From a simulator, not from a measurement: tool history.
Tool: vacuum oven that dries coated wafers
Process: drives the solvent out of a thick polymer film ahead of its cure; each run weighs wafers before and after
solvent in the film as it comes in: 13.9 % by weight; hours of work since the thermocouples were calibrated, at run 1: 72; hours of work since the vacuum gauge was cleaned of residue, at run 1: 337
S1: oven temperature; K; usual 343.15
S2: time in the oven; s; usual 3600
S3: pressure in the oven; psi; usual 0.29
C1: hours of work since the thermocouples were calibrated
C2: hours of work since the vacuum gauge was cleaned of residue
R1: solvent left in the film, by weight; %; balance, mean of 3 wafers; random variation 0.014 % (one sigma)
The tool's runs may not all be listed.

Run 1, hour 0: usual settings; C1 72; C2 337. Result: R1 1.14 %.
Run 2, hour 58: usual settings but S1 353.15 K; C1 96; C2 361. Result: R1 0.28 %.
Run 3, hour 92.7: usual settings but S1 353.15 K; C1 110; C2 375. Result: R1 0.27 %.
Run 4, hour 140.7: usual settings but S1 353.15 K; C1 130; C2 395. Result: R1 0.29 %.
Run 5, hour 194.6: usual settings; C1 152; C2 417. Result: R1 1.12 %.
Run 6, hour 246.3: usual settings; C1 173; C2 439. Result: R1 1.1 %.
Run 7, hour 278.9: usual settings; C1 187; C2 452. Result: R1 1.11 %.
Run 8, hour 338.2: usual settings but S2 3960 s; C1 211; C2 477. Result: R1 0.94 %.
Run 9, hour 402.3: usual settings but S2 3120 s; C1 238; C2 503. Result: R1 1.42 %.
Run 10, hour 432.2: usual settings but S2 3120 s; C1 250; C2 515. Result: R1 1.44 %.
Run 11, hour 478: usual settings but S2 3120 s, S3 0.946 psi; C1 269; C2 534. Result: R1 2.18 %.
Run 12, hour 522.3: usual settings but S2 3120 s, S3 0.946 psi; C1 287; C2 552. Result: R1 2.17 %.
Run 13, hour 555.6: usual settings but S2 3120 s, S3 0.946 psi; C1 301; C2 566. Result: R1 2.18 %.
Run 14, hour 585.4: usual settings but S2 3120 s; C1 313; C2 578. Result: R1 1.41 %.
Run 15, hour 642.1: usual settings but S2 3120 s; C1 336; C2 602. Result: R1 1.42 %.
Run 16, hour 712.3: usual settings but S2 3120 s; C1 365; C2 631. Result: R1 1.4 %.
Run 17, hour 776.7: usual settings but S1 340.15 K, S2 3120 s; C1 392; C2 657. Result: R1 2.12 %.
Run 18, hour 839.7: usual settings but S1 347.15 K, S2 4200 s, S3 0.326 psi; C1 418; C2 683. Result: R1 0.5 %.
Run 19, hour 901.4: usual settings but S1 347.15 K, S2 4200 s, S3 0.326 psi; C1 443; C2 708. Result: R1 0.51 %.
Run 20, hour 946.7: usual settings but S1 351.15 K, S2 2160 s, S3 0.486 psi; C1 462; C2 727. Result: R1 0.96 %.
Run 21, hour 999.2: usual settings but S1 351.15 K, S2 2160 s, S3 0.486 psi; C1 484; C2 749. Result: R1 0.96 %.
Run 22, hour 1068.9: usual settings but S1 351.15 K, S2 2160 s, S3 0.486 psi; C1 512; C2 777. Result: R1 0.99 %.
Run 23, hour 1121.3: usual settings but S1 351.15 K, S2 2160 s, S3 0.486 psi; C1 534; C2 799. Result: R1 0.97 %.
Run 24, hour 1171.2: usual settings but S1 351.15 K, S2 2640 s, S3 0.287 psi; C1 554; C2 820. Result: R1 0.54 %.
Run 25, hour 1209.9: usual settings but S1 351.15 K, S2 2640 s, S3 0.287 psi; C1 570; C2 835. Result: R1 0.52 %.
Run 26, hour 1282: usual settings but S2 2400 s, S3 0.354 psi; C1 600; C2 865. Result: R1 2.2 %.
Run 27, hour 1330: usual settings but S2 2400 s, S3 0.354 psi; C1 620; C2 885. Result: R1 2.2 %.
Run 28, hour 1383.7: usual settings but S2 2400 s, S3 0.354 psi; C1 642; C2 907. Result: R1 2.2 %.
Run 29, hour 1433.5: usual settings but S2 3120 s, S3 0.354 psi; C1 662; C2 928. Result: R1 1.45 %.
Run 30, hour 1505.9: usual settings but S1 352.15 K, S2 2280 s, S3 0.463 psi; C1 692; C2 957. Result: R1 0.73 %.
Run 31, hour 1560.8: usual settings but S1 352.15 K, S2 2280 s, S3 0.463 psi; C1 715; C2 980. Result: R1 0.75 %.
Run 32, hour 1627.6: usual settings but S1 335.15 K, S2 2820 s; C1 742; C2 1007. Result: R1 4.02 %.
Run 33, hour 1689.7: usual settings but S1 329.15 K, S2 1860 s, S3 0.294 psi; C1 768; C2 1033. Result: R1 7.57 %.
Run 34, hour 1756.1: usual settings but S1 352.15 K, S2 2040 s; C1 795; C2 1060. Result: R1 0.76 %.

Some steps in R1 between neighbouring runs. How much of each would the tool show without its hidden state too (settings, what came in, random variation), and how much is left for the hidden state, with any gauge scatter that isn't in both results?
The hidden state here: true wafer temperature over the reading, C; true pressure over the reading, kPa; drift of the gauge itself on solvent_pct, %.
Run 1 -> 2: S1 343.15 -> 353.15. R1 -0.86 %: hidden state -0.03, all else -0.83.
Run 31 -> 32: S1 352.15 -> 335.15, S2 2280 -> 2820, S3 0.463 -> 0.29. R1 +3.27 %: hidden state -0.06, all else +3.33.
Run 32 -> 33: S1 335.15 -> 329.15, S2 2820 -> 1860, S3 0.29 -> 0.294. R1 +3.55 %: hidden state +0.01, all else +3.54.
Run 33 -> 34: S1 329.15 -> 352.15, S2 1860 -> 2040, S3 0.294 -> 0.29. R1 -6.81 %: hidden state +0.04, all else -6.85.
